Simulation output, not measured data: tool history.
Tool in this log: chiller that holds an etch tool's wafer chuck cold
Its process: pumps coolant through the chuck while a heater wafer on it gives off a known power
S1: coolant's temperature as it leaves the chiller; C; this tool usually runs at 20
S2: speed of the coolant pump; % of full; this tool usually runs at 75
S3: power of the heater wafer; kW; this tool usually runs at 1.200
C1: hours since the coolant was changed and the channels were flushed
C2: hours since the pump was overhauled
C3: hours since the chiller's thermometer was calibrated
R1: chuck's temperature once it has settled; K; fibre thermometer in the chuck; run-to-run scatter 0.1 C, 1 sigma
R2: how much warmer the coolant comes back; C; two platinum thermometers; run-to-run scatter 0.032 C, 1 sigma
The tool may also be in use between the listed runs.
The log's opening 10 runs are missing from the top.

Run 11, day 21.462: usual settings but S2 76 % of full; C1 5627; C2 1194; C3 1047. Result: R1 301.25 K, R2 3.83 C.
Run 12, day 22.750: usual settings but S2 76 % of full; C1 5658; C2 1225; C3 1078. Result: R1 301.35 K, R2 3.81 C.
Run 13, day 23.900: usual settings but S2 76 % of full; C1 5685; C2 1252; C3 1106. Result: R1 301.45 K, R2 3.74 C.
Run 14, day 26.154: usual settings; C1 5739; C2 1306; C3 1160. Result: R1 301.65 K, R2 3.83 C.
Run 15, day 28.417: usual settings but S1 12 C; C1 5793; C2 1360; C3 1214. Result: R1 293.35 K, R2 3.83 C.
Run 16, day 29.658: usual settings but S1 12 C; C1 5823; C2 1390; C3 1244. Result: R1 293.35 K, R2 3.86 C.
Run 17, day 31.483: usual settings but S1 12 C; C1 5867; C2 1434; C3 1288. Result: R1 293.65 K, R2 3.85 C.
Run 18, day 32.988: usual settings but S2 63 % of full, S3 1.265 kW; C1 5903; C2 1470; C3 1324. Result: R1 303.25 K, R2 4.92 C.
Run 19, day 35.346: usual settings but S1 27 C, S2 82 % of full, S3 1.003 kW; C1 5960; C2 1527; C3 1381. Result: R1 306.65 K, R2 3.07 C.
At day 37.275: gauge calibrated.
Run 20, day 37.342: usual settings but S1 11 C; C1 6008; C2 1575; C3 1429. Result: R1 292.45 K, R2 3.59 C.
Run 21, day 39.496: usual settings but S1 12 C, S3 0.844 kW; C1 6059; C2 1626; C3 1480. Result: R1 291.05 K, R2 2.58 C.
Run 22, day 41.296: usual settings but S1 26 C, S2 73 % of full, S3 1.115 kW; C1 6103; C2 1670; C3 1523. Result: R1 307.05 K, R2 3.48 C.
Run 23, day 42.438: usual settings but S1 14 C, S3 1.599 kW; C1 6130; C2 1697; C3 1551. Result: R1 298.25 K, R2 4.92 C.
Run 24, day 43.717: usual settings but S2 94 % of full, S3 1.599 kW; C1 6161; C2 1728; C3 1582. Result: R1 302.55 K, R2 3.83 C.
Run 25, day 45.517: usual settings but S2 94 % of full, S3 1.599 kW; C1 6204; C2 1771; C3 1625. Result: R1 302.65 K, R2 3.83 C.
Run 26, day 47.304: usual settings but S1 12 C, S2 95 % of full, S3 1.174 kW; C1 6247; C2 1814; C3 1668. Result: R1 291.85 K, R2 2.83 C.
Run 27, day 49.308: usual settings but S2 61 % of full; C1 6295; C2 1862; C3 1716. Result: R1 302.95 K, R2 4.60 C.
Run 28, day 50.708: usual settings but S1 24 C, S2 61 % of full; C1 6329; C2 1896; C3 1749. Result: R1 306.85 K, R2 4.67 C.
Run 29, day 53.096: usual settings but S1 11 C, S3 1.153 kW; C1 6386; C2 1953; C3 1807. Result: R1 292.15 K, R2 3.64 C.
Run 30, day 54.646: usual settings but S1 26 C, S2 97 % of full, S3 0.661 kW; C1 6423; C2 1990; C3 1844. Result: R1 303.05 K, R2 1.65 C.

4 options for the next run, each taken on its own from the tool as it stands now. Forecast them:
Run A, day 57.212: usual settings but S1 15 C, S2 66 % of full, S3 1.293 kW; C1 6485; C2 2052; C3 1905. Result: R1 ?, R2 ?.
Run B, day 57.212: usual settings but S1 26 C, S2 72 % of full, S3 0.661 kW; C1 6485; C2 2052; C3 1905. Result: R1 ?, R2 ?.
Run C, day 57.212: usual settings but S1 26 C, S2 80 % of full, S3 0.661 kW; C1 6485; C2 2052; C3 1905. Result: R1 ?, R2 ?.
Run D, day 57.212: usual settings but S1 25 C, S2 91 % of full, S3 1.291 kW; C1 6485; C2 2052; C3 1905. Result: R1 ?, R2 ?.

run      R1    R2
  A  298.05  4.66
  B  303.75  2.26
  C  303.45  2.04
  D  305.85  3.36
The same runs, with their run-to-run variation unchanged, on a tool lacking any hidden condition would have given:
run      R1    R2
  A  297.95  4.48
  B  303.75  2.08
  C  303.45  1.86
  D  305.85  3.18
